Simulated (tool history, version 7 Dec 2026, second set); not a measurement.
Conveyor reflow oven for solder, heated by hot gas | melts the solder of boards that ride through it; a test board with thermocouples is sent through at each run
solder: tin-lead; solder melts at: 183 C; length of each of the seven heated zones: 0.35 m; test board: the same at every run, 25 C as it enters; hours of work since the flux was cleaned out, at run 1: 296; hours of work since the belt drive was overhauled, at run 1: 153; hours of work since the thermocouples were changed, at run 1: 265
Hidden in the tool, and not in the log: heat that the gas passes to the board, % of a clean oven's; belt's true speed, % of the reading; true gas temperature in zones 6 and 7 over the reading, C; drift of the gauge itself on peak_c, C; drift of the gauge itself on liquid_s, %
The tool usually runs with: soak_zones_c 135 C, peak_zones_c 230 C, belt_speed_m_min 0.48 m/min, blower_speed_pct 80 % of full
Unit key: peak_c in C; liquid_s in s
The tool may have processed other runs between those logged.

run,day,soak_zones_c,peak_zones_c,belt_speed_m_min,blower_speed_pct,hours of work since the flux was cleaned out,hours of work since the belt drive was overhauled,hours of work since the thermocouples were changed,peak_c,liquid_s
1,0,135,230,0.48,80,296,153,265,212.6,59.7
2,0.633,135,230,0.48,80,307,165,276,212.7,59.5
3,1.025,135,230,0.404,80,314,172,283,217.8,78.2
4,1.529,135,223,0.404,80,323,181,292,211.3,71.6
5,1.825,135,223,0.404,80,328,186,298,211.4,71.6
6,2.483,135,230,0.48,80,340,198,309,212.5,59.6
7,3.004,135,238,0.48,80,349,207,319,219.4,65.7
8,3.5,120,230,0.48,80,358,216,327,209.7,51.5
9,4.004,120,230,0.48,80,367,225,336,209.9,51.5
10,4.5,120,230,0.48,80,376,233,345,210,51.4
11,4.95,120,230,0.48,54,384,241,353,201.4,38.7
12,5.283,135,230,0.49,80,390,247,359,212,57.6
13,5.892,135,230,0.49,80,401,258,370,211.9,57.6
14,6.279,135,230,0.48,80,408,265,377,212.5,59.5
# day 6.671: flux residue cleaned out of gas plates and filters
15,7.142,135,230,0.395,80,8,277,389,218.5,80.8
16,7.429,138,230,0.534,80,14,282,394,209.7,50.9
17,7.938,139,230,0.48,54,23,291,403,206.2,51.9
18,8.492,129,230,0.48,55,32,301,413,204.3,45.3
19,9.096,145,230,0.48,77,43,312,423,213.9,65.2
20,9.4,133,230,0.469,80,49,317,429,213,60.8
21,9.746,132,230,0.437,80,55,323,435,214.9,67.8
22,10.05,147,219,0.43,80,60,329,440,208.2,69.1
23,10.558,147,219,0.43,80,69,338,449,208,69
24,11.1,147,219,0.43,80,79,347,459,208,69.2
25,11.712,147,227,0.43,55,90,358,470,209.9,68.5
26,12.158,147,227,0.43,55,98,366,478,209.8,68.5
27,12.646,147,227,0.43,55,106,375,487,209.6,68.4
28,13.154,147,227,0.43,55,115,384,496,209.7,68.3
29,13.621,136,232,0.383,55,124,392,504,215.4,79.3
30,14.188,135,221,0.462,68,134,402,514,203.5,50.6

Hidden state at the last listed run before each entry between runs and at the first one after, where it differs:
Between runs 14 and 15: flux residue cleaned out of gas plates and filters (day 6.671)
  heat that the gas passes to the board, % of a clean oven's: 99.9 -> 100

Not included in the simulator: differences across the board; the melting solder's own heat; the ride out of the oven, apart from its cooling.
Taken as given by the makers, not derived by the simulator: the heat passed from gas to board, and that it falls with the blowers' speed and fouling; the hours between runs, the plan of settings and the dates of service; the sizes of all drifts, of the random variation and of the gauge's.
